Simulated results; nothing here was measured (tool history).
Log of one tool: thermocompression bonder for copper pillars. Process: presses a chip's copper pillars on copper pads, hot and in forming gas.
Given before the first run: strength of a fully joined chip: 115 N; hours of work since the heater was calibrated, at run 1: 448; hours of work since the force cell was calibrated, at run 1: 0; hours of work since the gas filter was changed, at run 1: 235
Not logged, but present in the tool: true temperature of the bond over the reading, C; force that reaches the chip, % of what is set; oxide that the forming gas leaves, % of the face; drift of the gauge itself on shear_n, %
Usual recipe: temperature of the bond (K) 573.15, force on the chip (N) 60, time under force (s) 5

run	hour	temperature of the bond (K)	force on the chip (N)	time under force (s)	hours of work since the heater was calibrated	hours of work since the force cell was calibrated	hours of work since the gas filter was changed	force that shears a chip off (N)
1	0	573.15	60	5	448	0	235	75.9
2	26.7	573.15	60	5	464	16	251	76.4
3	62.4	573.15	60	7	485	37	272	81.9
4	95.1	573.15	60	14	504	56	291	93.6
5	117.4	573.15	60	14	518	69	304	92.8
# hour 156.2: forming gas filter changed
6	158.7	573.15	60	14	542	93	1	98.6
7	196.4	573.15	60	14	564	115	24	98.1
# hour 201.8: heater calibrated with a thermocouple chip
8	241.1	573.15	37	10	23	140	49	66.4
9	275	573.15	37	10	43	160	69	66.6
10	310	603.15	47	9	64	181	89	95.3
11	350.8	576.15	51	5	88	205	113	70.4
# hour 381.4: heater calibrated with a thermocouple chip, once more
12	386.5	576.15	66	3	3	225	133	77.3
13	408.4	576.15	66	3	16	238	146	76.5
14	441.3	557.15	73	4	35	257	165	73.9

Predict each of these 3 candidate next runs independently; none follows another, all start after run 14:
A	459.9	557.15	54	4	46	268	176	?
B	459.9	545.15	81	3	46	268	176	?
C	459.9	546.15	43	5	46	268	176	?

run	force that shears a chip off (N)
A	57.5
B	64.3
C	43.8
Without the tool's hidden state the same runs would have given:
run	force that shears a chip off (N)
A	58.6
B	65.6
C	44.6
